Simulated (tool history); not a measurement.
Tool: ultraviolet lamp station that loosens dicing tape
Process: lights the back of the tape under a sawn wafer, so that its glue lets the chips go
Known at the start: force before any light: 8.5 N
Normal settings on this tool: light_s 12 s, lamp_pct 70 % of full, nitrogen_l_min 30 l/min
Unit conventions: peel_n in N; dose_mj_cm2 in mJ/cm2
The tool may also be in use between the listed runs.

run    day  light_s  lamp_pct  nitrogen_l_min  peel_n  dose_mj_cm2
  1      0       12        70              30   0.681          325
  2  0.612       14        70              30   0.476          380
  3  0.992       12        70              30   0.701          325
  4  1.404       12        70              30   0.711          322
  5  1.688       12        70              31   0.668          321
  6  2.021       12        70              31   0.672          322
  7  2.533       12        87              30     0.4          400
  8  2.904       10        92              13   0.964          356
  9  3.358       12        63              30     0.9          290
 10  3.804       12        63              30   0.859          291

Each row is a separate what-if for the run after 10, all from the same tool condition, not one after another. Results?
  A  4.308       12        75              14       ?            ?
  B  4.308       12        60              30       ?            ?
  C  4.308       12        84              14       ?            ?
  D  4.308       12        69              30       ?            ?

run  peel_n  dose_mj_cm2
  A   1.039          351
  B   0.971          276
  C   0.799          390
  D   0.724          318
What these runs would have given with no unlogged condition in the tool:
run  peel_n  dose_mj_cm2
  A   1.037          351
  B   0.969          276
  C   0.797          391
  D   0.722          319
